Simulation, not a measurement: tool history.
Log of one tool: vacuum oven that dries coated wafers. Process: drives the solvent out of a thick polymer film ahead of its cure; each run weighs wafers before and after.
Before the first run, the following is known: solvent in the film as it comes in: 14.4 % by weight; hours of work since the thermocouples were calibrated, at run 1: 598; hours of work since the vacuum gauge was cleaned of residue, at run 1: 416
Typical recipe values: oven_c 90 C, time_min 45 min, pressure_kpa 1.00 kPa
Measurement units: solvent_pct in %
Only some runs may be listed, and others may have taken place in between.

run,day,oven_c,time_min,pressure_kpa,hours of work since the thermocouples were calibrated,hours of work since the vacuum gauge was cleaned of residue,solvent_pct
1,0.000,90,45,1.00,598,416,0.96
2,0.917,90,45,1.00,612,430,0.96
3,1.425,90,45,1.47,620,438,1.24
4,1.933,90,45,1.47,628,446,1.18
5,2.996,90,45,0.55,644,462,0.74
6,3.688,90,45,0.55,655,473,0.77
# day 3.846: oven's thermocouples calibrated
7,4.379,90,68,1.00,8,482,0.62
8,5.046,90,59,0.55,18,493,0.47
9,6.012,82,57,1.00,33,508,1.29

What will run 10 give?
10,6.508,90,45,1.25,41,515,?

For run 10 the tool returned solvent_pct 1.07 %.
The same run, on a tool lacking any hidden state, would have yielded solvent_pct 1.16 %.
